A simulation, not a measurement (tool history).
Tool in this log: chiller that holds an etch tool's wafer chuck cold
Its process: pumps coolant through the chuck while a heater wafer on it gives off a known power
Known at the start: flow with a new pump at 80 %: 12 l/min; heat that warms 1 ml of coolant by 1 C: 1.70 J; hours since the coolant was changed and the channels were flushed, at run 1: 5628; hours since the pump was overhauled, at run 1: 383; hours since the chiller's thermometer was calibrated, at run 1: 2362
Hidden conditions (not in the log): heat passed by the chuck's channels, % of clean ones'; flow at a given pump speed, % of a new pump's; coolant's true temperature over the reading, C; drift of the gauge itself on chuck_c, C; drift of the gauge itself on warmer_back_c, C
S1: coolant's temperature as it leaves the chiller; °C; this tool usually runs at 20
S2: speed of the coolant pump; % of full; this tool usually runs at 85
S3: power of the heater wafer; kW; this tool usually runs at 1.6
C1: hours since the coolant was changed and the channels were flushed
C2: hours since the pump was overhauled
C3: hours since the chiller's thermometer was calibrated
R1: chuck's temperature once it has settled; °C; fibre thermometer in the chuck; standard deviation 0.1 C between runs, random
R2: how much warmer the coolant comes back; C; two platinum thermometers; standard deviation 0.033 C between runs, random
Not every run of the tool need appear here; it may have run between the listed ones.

Run 1, day 0: usual settings; C1 5628; C2 383; C3 2362. Result: R1 35.2 °C, R2 4.49 C.
Run 2, day 2.433: usual settings; C1 5686; C2 442; C3 2420. Result: R1 35 °C, R2 4.43 C.
Run 3, day 4.421: usual settings but S1 15 °C; C1 5734; C2 490; C3 2468. Result: R1 30.1 °C, R2 4.49 C.
Run 4, day 5.508: usual settings but S1 15 °C; C1 5760; C2 516; C3 2494. Result: R1 30.1 °C, R2 4.48 C.
Run 5, day 7.367: usual settings but S1 15 °C; C1 5804; C2 560; C3 2539. Result: R1 30.2 °C, R2 4.46 C.
Run 6, day 8.867: usual settings; C1 5840; C2 596; C3 2575. Result: R1 34.9 °C, R2 4.39 C.
Run 7, day 10.375: usual settings; C1 5877; C2 632; C3 2611. Result: R1 35.1 °C, R2 4.54 C.
Run 8, day 12.629: usual settings; C1 5931; C2 687; C3 2665. Result: R1 35.1 °C, R2 4.5 C.
Run 9, day 14.783: usual settings but S3 1.017 kW; C1 5982; C2 738; C3 2717. Result: R1 29.9 °C, R2 2.88 C.
Run 10, day 16.383: usual settings but S3 1.017 kW; C1 6021; C2 777; C3 2755. Result: R1 30 °C, R2 2.85 C.
Run 11, day 18.117: usual settings but S3 1.017 kW; C1 6062; C2 818; C3 2797. Result: R1 30 °C, R2 2.87 C.
Run 12, day 19.525: usual settings but S3 1.017 kW; C1 6096; C2 852; C3 2831. Result: R1 29.9 °C, R2 2.85 C.
Run 13, day 20.775: usual settings; C1 6126; C2 882; C3 2861. Result: R1 35.4 °C, R2 4.49 C.
Run 14, day 22.55: usual settings; C1 6169; C2 925; C3 2903. Result: R1 35.4 °C, R2 4.51 C.
Run 15, day 24.604: usual settings but S1 28 °C, S3 0.93 kW; C1 6218; C2 974; C3 2953. Result: R1 37.1 °C, R2 2.6 C.
Run 16, day 26.425: usual settings but S1 10 °C, S2 75 % of full; C1 6262; C2 1018; C3 2996. Result: R1 27.2 °C, R2 5.17 C.
Run 17, day 27.6: usual settings but S1 10 °C, S2 91 % of full; C1 6290; C2 1046; C3 3025. Result: R1 24.7 °C, R2 4.1 C.
Run 18, day 28.7: usual settings but S1 10 °C, S2 91 % of full; C1 6316; C2 1072; C3 3051. Result: R1 24.6 °C, R2 4.24 C.
At day 29.096: coolant pump overhauled.
Run 19, day 30.179: usual settings but S1 11 °C, S2 95 % of full, S3 1.037 kW; C1 6347; C2 26; C3 3081. Result: R1 20.3 °C, R2 2.58 C.
Run 20, day 32.142: usual settings but S1 11 °C, S2 95 % of full, S3 1.037 kW; C1 6394; C2 73; C3 3128. Result: R1 20.5 °C, R2 2.64 C.
Run 21, day 33.758: usual settings but S1 12 °C, S2 77 % of full, S3 1.757 kW; C1 6433; C2 112; C3 3167. Result: R1 31 °C, R2 5.52 C.
Run 22, day 35.983: usual settings but S1 14 °C, S3 1.028 kW; C1 6486; C2 165; C3 3221. Result: R1 24.3 °C, R2 2.95 C.
Run 23, day 38.412: usual settings but S1 14 °C, S3 1.028 kW; C1 6544; C2 224; C3 3279. Result: R1 24.3 °C, R2 2.92 C.
At day 39.767: coolant pump overhauled, once more.
Run 24, day 40.962: usual settings but S2 72 % of full, S3 1.73 kW; C1 6601; C2 29; C3 3335. Result: R1 39.3 °C, R2 5.71 C.
Run 25, day 42.758: usual settings but S1 23 °C, S2 95 % of full, S3 1.503 kW; C1 6644; C2 72; C3 3378. Result: R1 36.3 °C, R2 3.65 C.
Run 26, day 44.554: usual settings but S1 28 °C, S2 71 % of full, S3 0.911 kW; C1 6687; C2 115; C3 3421. Result: R1 38.5 °C, R2 3.06 C.
Run 27, day 46.804: usual settings but S2 99 % of full, S3 1.682 kW; C1 6741; C2 169; C3 3475. Result: R1 34.4 °C, R2 3.95 C.

How would selected steps in R1 from run to run divide? Give the signed amount a tool lacking its hidden state would still show from settings, what came in and random variation, and the signed amount left for the hidden state, including any gauge scatter that is not in both of the compared results.
Run 20 -> 21: S1 11 -> 12, S2 95 -> 77, S3 1.037 -> 1.757. R1 +10.5 °C: hidden state +1.7, all else +8.8.
Run 21 -> 22: S1 12 -> 14, S2 77 -> 85, S3 1.757 -> 1.028. R1 -6.7 °C: hidden state -1.5, all else -5.2.
Run 23 -> 24: S1 14 -> 20, S2 85 -> 72, S3 1.028 -> 1.73, coolant pump overhauled, once more. R1 +15 °C: hidden state +1.2, all else +13.8.
